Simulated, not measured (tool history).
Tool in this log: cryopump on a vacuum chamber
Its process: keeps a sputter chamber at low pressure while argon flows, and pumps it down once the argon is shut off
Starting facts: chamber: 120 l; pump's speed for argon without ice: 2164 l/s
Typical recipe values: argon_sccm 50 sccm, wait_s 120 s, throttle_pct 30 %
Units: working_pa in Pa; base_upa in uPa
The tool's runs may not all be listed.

run 1 day=0.000 | argon_sccm=50 wait_s=120 throttle_pct=30 | working_pa=0.1317 base_upa=0.68
run 2 day=0.875 | argon_sccm=50 wait_s=120 throttle_pct=30 | working_pa=0.1324 base_upa=0.72
run 3 day=1.650 | argon_sccm=52 wait_s=120 throttle_pct=30 | working_pa=0.1371 base_upa=0.69
run 4 day=2.517 | argon_sccm=50 wait_s=120 throttle_pct=30 | working_pa=0.1342 base_upa=0.78
run 5 day=3.417 | argon_sccm=50 wait_s=120 throttle_pct=30 | working_pa=0.1345 base_upa=0.74
run 6 day=4.004 | argon_sccm=50 wait_s=120 throttle_pct=30 | working_pa=0.1336 base_upa=0.73
run 7 day=4.592 | argon_sccm=85 wait_s=120 throttle_pct=30 | working_pa=0.2283 base_upa=0.75
run 8 day=5.221 | argon_sccm=85 wait_s=120 throttle_pct=30 | working_pa=0.2284 base_upa=0.68
run 9 day=6.021 | argon_sccm=85 wait_s=120 throttle_pct=30 | working_pa=0.2277 base_upa=0.74
run 10 day=6.621 | argon_sccm=24 wait_s=120 throttle_pct=30 | working_pa=0.0642 base_upa=0.74
run 11 day=7.321 | argon_sccm=24 wait_s=120 throttle_pct=30 | working_pa=0.0639 base_upa=0.75
run 12 day=8.112 | argon_sccm=60 wait_s=120 throttle_pct=37 | working_pa=0.1312 base_upa=0.79
run 13 day=9.017 | argon_sccm=60 wait_s=120 throttle_pct=37 | working_pa=0.1319 base_upa=0.75
run 14 day=9.417 | argon_sccm=60 wait_s=120 throttle_pct=16 | working_pa=0.2960 base_upa=0.79
run 15 day=10.204 | argon_sccm=60 wait_s=120 throttle_pct=42 | working_pa=0.1177 base_upa=0.75
run 16 day=10.817 | argon_sccm=73 wait_s=20 throttle_pct=20 | working_pa=0.2909 base_upa=3.44
run 17 day=11.575 | argon_sccm=73 wait_s=20 throttle_pct=20 | working_pa=0.2924 base_upa=3.48
run 18 day=12.462 | argon_sccm=50 wait_s=112 throttle_pct=26 | working_pa=0.1547 base_upa=0.81
run 19 day=13.158 | argon_sccm=50 wait_s=112 throttle_pct=26 | working_pa=0.1572 base_upa=0.87
-- day=13.829 pump warmed up, emptied and cooled again
run 20 day=14.354 | argon_sccm=50 wait_s=120 throttle_pct=17 | working_pa=0.2295 base_upa=0.75

What if the next run were any one of these 3? Each begins from the tool's condition after run 20:
run A day=15.283 | argon_sccm=50 wait_s=58 throttle_pct=36 | working_pa=? base_upa=?
run B day=15.283 | argon_sccm=100 wait_s=56 throttle_pct=53 | working_pa=? base_upa=?
run C day=15.283 | argon_sccm=37 wait_s=280 throttle_pct=17 | working_pa=? base_upa=?

run=A working_pa=0.1095 base_upa=1.37
run=B working_pa=0.1486 base_upa=1.41
run=C working_pa=0.1702 base_upa=0.46
Take away the tool's hidden state, keep each run's random variation, and the runs would have read:
run=A working_pa=0.1087 base_upa=1.28
run=B working_pa=0.1470 base_upa=1.31
run=C working_pa=0.1696 base_upa=0.37

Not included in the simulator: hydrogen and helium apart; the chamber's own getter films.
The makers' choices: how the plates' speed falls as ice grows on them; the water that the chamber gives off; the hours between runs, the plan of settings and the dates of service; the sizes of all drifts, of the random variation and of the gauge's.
